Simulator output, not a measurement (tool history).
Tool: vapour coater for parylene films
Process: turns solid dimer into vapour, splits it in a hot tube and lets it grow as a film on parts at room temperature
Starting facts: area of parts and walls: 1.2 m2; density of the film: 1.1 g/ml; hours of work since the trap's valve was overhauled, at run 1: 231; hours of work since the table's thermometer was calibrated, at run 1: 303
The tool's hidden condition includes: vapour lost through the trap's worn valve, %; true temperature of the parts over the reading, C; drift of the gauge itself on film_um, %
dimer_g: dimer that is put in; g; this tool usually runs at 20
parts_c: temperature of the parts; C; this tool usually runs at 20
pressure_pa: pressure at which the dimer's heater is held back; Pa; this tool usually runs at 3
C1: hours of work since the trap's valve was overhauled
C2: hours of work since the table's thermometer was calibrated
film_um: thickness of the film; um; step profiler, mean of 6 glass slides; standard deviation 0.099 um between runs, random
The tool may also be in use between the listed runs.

run 1 day=0 | dimer_g=20 parts_c=20 pressure_pa=3 | C1=231 C2=303 | film_um=10.53
-- day=0.446 trap's valve overhauled
run 2 day=2.254 | dimer_g=20 parts_c=20 pressure_pa=3 | C1=24 C2=331 | film_um=11.74
run 3 day=4.05 | dimer_g=20 parts_c=13 pressure_pa=3 | C1=48 C2=355 | film_um=14.27
run 4 day=5.362 | dimer_g=20 parts_c=13 pressure_pa=3 | C1=66 C2=372 | film_um=13.98
run 5 day=6.521 | dimer_g=20 parts_c=13 pressure_pa=3 | C1=81 C2=388 | film_um=14.04
run 6 day=8.079 | dimer_g=20 parts_c=13 pressure_pa=3 | C1=102 C2=409 | film_um=13.67
run 7 day=9.342 | dimer_g=20 parts_c=13 pressure_pa=3 | C1=119 C2=425 | film_um=13.66
run 8 day=11.433 | dimer_g=20 parts_c=13 pressure_pa=3 | C1=147 C2=453 | film_um=13.47
run 9 day=12.983 | dimer_g=20 parts_c=13 pressure_pa=3 | C1=167 C2=474 | film_um=13.07
run 10 day=14.954 | dimer_g=20 parts_c=20 pressure_pa=3 | C1=194 C2=500 | film_um=10.52
run 11 day=17.371 | dimer_g=20 parts_c=20 pressure_pa=3 | C1=226 C2=533 | film_um=10.16
-- day=18.312 trap's valve overhauled
run 12 day=19.267 | dimer_g=20 parts_c=20 pressure_pa=3 | C1=13 C2=556 | film_um=11.95
run 13 day=20.679 | dimer_g=20 parts_c=20 pressure_pa=3 | C1=32 C2=574 | film_um=11.77
run 14 day=22.692 | dimer_g=20 parts_c=20 pressure_pa=3 | C1=58 C2=601 | film_um=11.58
run 15 day=24.333 | dimer_g=20 parts_c=20 pressure_pa=3 | C1=80 C2=623 | film_um=11.29
run 16 day=26.842 | dimer_g=20 parts_c=14 pressure_pa=3 | C1=114 C2=657 | film_um=13.6
run 17 day=28.108 | dimer_g=20 parts_c=14 pressure_pa=3 | C1=131 C2=674 | film_um=13.4
run 18 day=29.525 | dimer_g=20 parts_c=14 pressure_pa=3 | C1=150 C2=693 | film_um=13.37
run 19 day=31.008 | dimer_g=20 parts_c=14 pressure_pa=3 | C1=169 C2=712 | film_um=13.07
run 20 day=33.512 | dimer_g=20 parts_c=20 pressure_pa=3 | C1=203 C2=746 | film_um=10.19
-- day=36.167 trap's valve overhauled
run 21 day=36.167 | dimer_g=20 parts_c=20 pressure_pa=3 | C1=0 C2=779 | film_um=11.93
run 22 day=37.508 | dimer_g=20 parts_c=17 pressure_pa=6.45 | C1=18 C2=797 | film_um=12.95
run 23 day=39.858 | dimer_g=29 parts_c=17 pressure_pa=10.82 | C1=49 C2=828 | film_um=17.68
run 24 day=42.208 | dimer_g=30 parts_c=13 pressure_pa=3 | C1=81 C2=860 | film_um=21.28
run 25 day=43.358 | dimer_g=30 parts_c=13 pressure_pa=3 | C1=96 C2=875 | film_um=20.91
run 26 day=44.788 | dimer_g=20 parts_c=13 pressure_pa=3 | C1=115 C2=894 | film_um=13.81
run 27 day=46.588 | dimer_g=20 parts_c=19 pressure_pa=6.94 | C1=139 C2=918 | film_um=10.57
run 28 day=48.575 | dimer_g=20 parts_c=19 pressure_pa=6.94 | C1=166 C2=944 | film_um=10.37
run 29 day=50.258 | dimer_g=20 parts_c=19 pressure_pa=6.94 | C1=188 C2=967 | film_um=10.28
run 30 day=51.671 | dimer_g=20 parts_c=20 pressure_pa=3.83 | C1=207 C2=986 | film_um=9.92
-- day=53.242 table's thermometer calibrated
run 31 day=53.242 | dimer_g=20 parts_c=17 pressure_pa=3 | C1=227 C2=0 | film_um=11.74
-- day=54.012 trap's valve overhauled
run 32 day=55.133 | dimer_g=9 parts_c=31 pressure_pa=6.32 | C1=15 C2=23 | film_um=3.09
run 33 day=56.321 | dimer_g=9 parts_c=31 pressure_pa=6.32 | C1=31 C2=39 | film_um=3.06
run 34 day=58.829 | dimer_g=9 parts_c=31 pressure_pa=6.32 | C1=64 C2=72 | film_um=2.98
run 35 day=60.338 | dimer_g=9 parts_c=31 pressure_pa=6.32 | C1=84 C2=92 | film_um=2.93
run 36 day=62.475 | dimer_g=20 parts_c=17 pressure_pa=10.53 | C1=113 C2=121 | film_um=11.71
run 37 day=64.396 | dimer_g=20 parts_c=19 pressure_pa=10.53 | C1=139 C2=147 | film_um=10.33
run 38 day=65.842 | dimer_g=29 parts_c=14 pressure_pa=2.01 | C1=158 C2=166 | film_um=19.03
run 39 day=67.708 | dimer_g=29 parts_c=14 pressure_pa=2.01 | C1=183 C2=191 | film_um=18.92

Here are 3 independent what-if runs from the current tool condition. What would each one return?
run A day=68.721 | dimer_g=20 parts_c=14 pressure_pa=7.1 | C1=196 C2=204 | film_um=?
run B day=68.721 | dimer_g=9 parts_c=13 pressure_pa=2.01 | C1=196 C2=204 | film_um=?
run C day=68.721 | dimer_g=29 parts_c=14 pressure_pa=2.42 | C1=196 C2=204 | film_um=?

run=A film_um=12.84
run=B film_um=5.77
run=C film_um=18.82
Stripped of hidden state, with their random variation kept, the same runs would have yielded:
run=A film_um=14.87
run=B film_um=6.69
run=C film_um=21.8
